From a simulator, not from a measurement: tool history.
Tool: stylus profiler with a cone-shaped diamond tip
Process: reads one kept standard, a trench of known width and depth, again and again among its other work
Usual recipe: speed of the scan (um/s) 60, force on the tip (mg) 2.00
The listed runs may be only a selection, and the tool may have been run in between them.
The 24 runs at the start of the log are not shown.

run	hour	speed of the scan (um/s)	force on the tip (mg)	depth of the trench (Å)	width of the trench's floor (um)
25	397.0	35	2.80	5051.4	15.53
26	407.6	114	2.33	5045.1	15.23
27	420.0	114	2.33	5045.4	15.23
28	432.1	15	5.29	5080.4	15.67
29	444.5	161	1.15	5031.1	14.90
30	455.5	170	1.15	5028.5	14.77
31	475.2	39	1.06	5026.5	15.46
32	492.1	39	1.06	5026.9	15.47

Predict each of these 3 candidate next runs independently; none follows another, all start after run 32:
A	510.0	127	2.93	?	?
B	510.0	17	4.19	?	?
C	510.0	71	1.06	?	?

run	depth of the trench (Å)	width of the trench's floor (um)
A	5054.8	15.25
B	5069.1	15.60
C	5027.7	15.36
Had the tool no hidden state, the same runs would have come out as:
run	depth of the trench (Å)	width of the trench's floor (um)
A	5054.7	15.26
B	5069.0	15.61
C	5027.6	15.36
